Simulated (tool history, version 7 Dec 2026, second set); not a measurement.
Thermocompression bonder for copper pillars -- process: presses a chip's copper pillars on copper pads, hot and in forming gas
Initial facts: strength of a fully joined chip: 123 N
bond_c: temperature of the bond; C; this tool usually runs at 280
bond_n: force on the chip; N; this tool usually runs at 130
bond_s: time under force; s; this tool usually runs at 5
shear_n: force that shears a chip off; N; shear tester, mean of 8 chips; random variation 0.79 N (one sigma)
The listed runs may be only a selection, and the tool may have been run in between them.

Run 1, hour 0.0: usual settings. Result: shear_n 51.3 N.
Run 2, hour 12.7: usual settings. Result: shear_n 51.0 N.
Run 3, hour 29.5: usual settings but bond_s 3 s. Result: shear_n 41.6 N.
Run 4, hour 36.5: usual settings but bond_s 3 s. Result: shear_n 42.3 N.
Run 5, hour 47.3: usual settings. Result: shear_n 49.8 N.
Run 6, hour 57.1: usual settings. Result: shear_n 51.6 N.
Run 7, hour 68.2: usual settings. Result: shear_n 51.0 N.
Run 8, hour 83.1: usual settings. Result: shear_n 50.5 N.
Run 9, hour 98.4: usual settings. Result: shear_n 50.3 N.
Run 10, hour 112.1: usual settings. Result: shear_n 49.7 N.
Run 11, hour 123.6: usual settings. Result: shear_n 49.1 N.
Run 12, hour 131.8: usual settings. Result: shear_n 49.0 N.
Run 13, hour 139.9: usual settings. Result: shear_n 48.9 N.
Run 14, hour 147.3: usual settings. Result: shear_n 49.3 N.
Run 15, hour 156.5: usual settings. Result: shear_n 49.3 N.
Run 16, hour 170.1: usual settings. Result: shear_n 48.7 N.
Run 17, hour 178.2: usual settings. Result: shear_n 49.2 N.
At hour 189.1: forming gas filter changed.
Run 18, hour 195.0: usual settings. Result: shear_n 53.4 N.
Run 19, hour 205.4: usual settings. Result: shear_n 54.0 N.
Run 20, hour 217.7: usual settings. Result: shear_n 53.8 N.
Run 21, hour 230.1: usual settings. Result: shear_n 53.8 N.
Run 22, hour 240.9: usual settings but bond_c 253 C, bond_n 190 N. Result: shear_n 52.8 N.
Run 23, hour 253.1: usual settings but bond_c 302 C, bond_n 101 N, bond_s 11 s. Result: shear_n 72.6 N.
Run 24, hour 263.0: usual settings but bond_c 287 C, bond_n 99 N, bond_s 7 s. Result: shear_n 51.9 N.
Run 25, hour 279.1: usual settings but bond_c 305 C, bond_n 99 N, bond_s 6 s. Result: shear_n 58.8 N.
Run 26, hour 294.1: usual settings but bond_c 305 C, bond_n 124 N, bond_s 14 s. Result: shear_n 86.4 N.
Run 27, hour 306.5: usual settings but bond_c 277 C. Result: shear_n 52.5 N.
Run 28, hour 319.5: usual settings but bond_c 277 C, bond_s 6 s. Result: shear_n 55.7 N.
Run 29, hour 336.5: usual settings but bond_s 3 s. Result: shear_n 42.9 N.
Run 30, hour 352.8: usual settings but bond_c 267 C, bond_n 115 N, bond_s 4 s. Result: shear_n 38.6 N.
Run 31, hour 359.8: usual settings but bond_c 267 C, bond_n 115 N, bond_s 4 s. Result: shear_n 37.6 N.
Run 32, hour 373.2: usual settings but bond_c 254 C, bond_n 115 N, bond_s 4 s. Result: shear_n 31.9 N.
Run 33, hour 388.4: usual settings but bond_c 254 C, bond_n 115 N, bond_s 4 s. Result: shear_n 32.3 N.
Run 34, hour 395.9: usual settings but bond_c 254 C, bond_n 115 N, bond_s 4 s. Result: shear_n 31.3 N.
Run 35, hour 410.7: usual settings but bond_n 163 N, bond_s 4 s. Result: shear_n 55.7 N.
Run 36, hour 427.2: usual settings but bond_s 8 s. Result: shear_n 60.0 N.
Run 37, hour 440.3: usual settings but bond_n 138 N, bond_s 6 s. Result: shear_n 58.9 N.
Run 38, hour 448.6: usual settings but bond_c 288 C, bond_n 79 N, bond_s 14 s. Result: shear_n 55.6 N.
Run 39, hour 457.9: usual settings but bond_c 286 C, bond_n 133 N, bond_s 15 s. Result: shear_n 78.4 N.

5 ways to go on from here, each from the tool as it stands after run 39. What would each give?
Run A, hour 470.4: usual settings but bond_n 108 N. Result: shear_n ?.
Run B, hour 470.4: usual settings but bond_c 285 C. Result: shear_n ?.
Run C, hour 470.4: usual settings but bond_c 286 C, bond_n 120 N, bond_s 3 s. Result: shear_n ?.
Run D, hour 470.4: usual settings but bond_c 308 C. Result: shear_n ?.
Run E, hour 470.4: usual settings but bond_n 85 N. Result: shear_n ?.

run  shear_n
  A     45.1
  B     53.1
  C     41.0
  D     64.4
  E     37.3
With no hidden state in the tool, these same runs would have given:
run  shear_n
  A     54.6
  B     63.6
  C     49.8
  D     75.4
  E     45.6

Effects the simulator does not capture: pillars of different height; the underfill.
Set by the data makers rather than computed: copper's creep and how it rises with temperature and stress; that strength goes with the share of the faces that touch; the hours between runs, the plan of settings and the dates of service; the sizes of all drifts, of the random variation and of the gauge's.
